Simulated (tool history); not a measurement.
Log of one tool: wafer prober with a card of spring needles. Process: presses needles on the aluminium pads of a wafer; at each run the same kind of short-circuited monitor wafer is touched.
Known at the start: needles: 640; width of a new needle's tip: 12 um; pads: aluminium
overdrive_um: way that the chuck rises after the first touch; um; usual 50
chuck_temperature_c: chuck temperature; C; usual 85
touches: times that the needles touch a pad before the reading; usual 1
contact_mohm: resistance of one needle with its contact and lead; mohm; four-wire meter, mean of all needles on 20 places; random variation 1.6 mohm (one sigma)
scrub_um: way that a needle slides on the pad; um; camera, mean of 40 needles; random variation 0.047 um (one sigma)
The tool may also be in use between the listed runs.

run	day	overdrive_um	chuck_temperature_c	touches	contact_mohm	scrub_um
1	0.000	50	85	1	169	9.55
2	0.871	70	85	1	222	13.20
3	1.542	34	85	1	437	6.08
4	1.900	34	85	1	235	6.09
5	2.554	56	85	1	233	10.42
6	3.088	56	85	1	164	10.39
7	3.771	56	85	1	226	10.37
8	4.167	56	85	1	189	10.39
9	5.004	50	85	1	193	9.09
10	5.496	50	85	1	246	9.14
11	6.000	50	85	1	218	9.12
12	6.358	50	85	1	251	9.12
13	6.867	50	85	1	211	9.10
14	7.329	50	28	1	251	9.05
15	8.012	50	28	1	239	9.04
16	8.621	50	27	1	201	9.08
17	9.262	50	79	1	167	8.99
18	9.750	59	29	2	184	10.80
19	10.350	35	91	1	251	6.08
20	10.862	35	91	1	357	6.03
21	11.362	35	91	1	279	5.87
22	11.925	50	85	3	163	8.91
23	12.683	33	123	2	309	5.49
24	13.150	35	123	2	247	5.88
25	13.617	37	74	1	372	6.25

Not shown: 15 entries that the log had between the listed runs. Between which runs, and how does the tool's hidden state differ before and after?
Between runs 1 and 2: tips cleaned on abrasive film (day 0.862)
  debris on the tips, nm: 13.5 -> 161.9; way that the needles fall short of the set height, um: 2.29 -> 3.52; tips' diameter, um: 12.8 -> 13.31
  measured less the result without the state, contact_mohm: +10 -> +65 mohm; scrub_um: -0.45 -> -0.70 um
Between runs 3 and 4: tips cleaned on abrasive film (day 1.771)
  debris on the tips, nm: 182 -> 42.5; way that the needles fall short of the set height, um: 3.52 -> 3.64; tips' diameter, um: 13.31 -> 13.35
  measured less the result without the state, contact_mohm: +275 -> +69 mohm; scrub_um: -0.70 -> -0.73 um
Between runs 5 and 6: tips cleaned on abrasive film (day 2.679); tips cleaned on abrasive film, once more (day 3.075)
  debris on the tips, nm: 127 -> 7.5; way that the needles fall short of the set height, um: 3.64 -> 3.84; tips' diameter, um: 13.35 -> 13.42
  measured less the result without the state, contact_mohm: +76 -> +7 mohm; scrub_um: -0.72 -> -0.76 um
Between runs 7 and 8: tips cleaned on abrasive film (day 3.938)
  debris on the tips, nm: 110.8 -> 48.2; way that the needles fall short of the set height, um: 3.84 -> 3.95; tips' diameter, um: 13.42 -> 13.46
  measured less the result without the state, contact_mohm: +69 -> +30 mohm; scrub_um: -0.76 -> -0.78 um
Between runs 8 and 9: tips cleaned on abrasive film (day 4.812)
  debris on the tips, nm: 48.2 -> 42.6; way that the needles fall short of the set height, um: 3.95 -> 4.07; tips' diameter, um: 13.46 -> 13.5
  measured less the result without the state, contact_mohm: +30 -> +34 mohm; scrub_um: -0.78 -> -0.80 um
Between runs 10 and 11: tips cleaned on abrasive film (day 5.688)
  debris on the tips, nm: 109.9 -> 67.4; way that the needles fall short of the set height, um: 4.07 -> 4.22; tips' diameter, um: 13.5 -> 13.55
  measured less the result without the state, contact_mohm: +86 -> +54 mohm; scrub_um: -0.81 -> -0.84 um
Between runs 12 and 13: tips cleaned on abrasive film (day 6.550)
  debris on the tips, nm: 112.9 -> 63.6; way that the needles fall short of the set height, um: 4.22 -> 4.35; tips' diameter, um: 13.55 -> 13.6
  measured less the result without the state, contact_mohm: +89 -> +51 mohm; scrub_um: -0.84 -> -0.87 um
Between runs 14 and 15: tips cleaned on abrasive film (day 7.467)
  debris on the tips, nm: 117 -> 101.1; way that the needles fall short of the set height, um: 4.35 -> 4.49; tips' diameter, um: 13.6 -> 13.65
  measured less the result without the state, contact_mohm: +101 -> +88 mohm; scrub_um: -0.87 -> -0.90 um
Between runs 15 and 16: tips cleaned on abrasive film (day 8.375)
  debris on the tips, nm: 101.1 -> 58.4; way that the needles fall short of the set height, um: 4.49 -> 4.62; tips' diameter, um: 13.65 -> 13.69
  measured less the result without the state, contact_mohm: +88 -> +52 mohm; scrub_um: -0.90 -> -0.92 um
Between runs 16 and 17: tips cleaned on abrasive film (day 9.262)
  debris on the tips, nm: 58.4 -> 8; way that the needles fall short of the set height, um: 4.62 -> 4.73; tips' diameter, um: 13.69 -> 13.73
  measured less the result without the state, contact_mohm: +52 -> +9 mohm; scrub_um: -0.92 -> -0.94 um
Between runs 18 and 19: tips cleaned on abrasive film (day 10.150)
  debris on the tips, nm: 86.6 -> 48.8; way that the needles fall short of the set height, um: 4.73 -> 4.86; tips' diameter, um: 13.73 -> 13.78
  measured less the result without the state, contact_mohm: +35 -> +84 mohm; scrub_um: -0.94 -> -0.96 um
Between runs 20 and 21: tips cleaned on abrasive film (day 11.042)
  debris on the tips, nm: 117.6 -> 69.4; way that the needles fall short of the set height, um: 4.86 -> 5; tips' diameter, um: 13.78 -> 13.83
  measured less the result without the state, contact_mohm: +194 -> +117 mohm; scrub_um: -0.97 -> -0.99 um
Between runs 21 and 22: tips cleaned on abrasive film (day 11.925)
  debris on the tips, nm: 69.4 -> 15.2; way that the needles fall short of the set height, um: 5 -> 5.13; tips' diameter, um: 13.83 -> 13.87
  measured less the result without the state, contact_mohm: +117 -> +7 mohm; scrub_um: -0.99 -> -1.01 um
Between runs 23 and 24: tips cleaned on abrasive film (day 12.792)
  debris on the tips, nm: 123.1 -> 76.4; way that the needles fall short of the set height, um: 5.13 -> 5.27; tips' diameter, um: 13.87 -> 13.92
  measured less the result without the state, contact_mohm: +138 -> +78 mohm; scrub_um: -1.02 -> -1.05 um
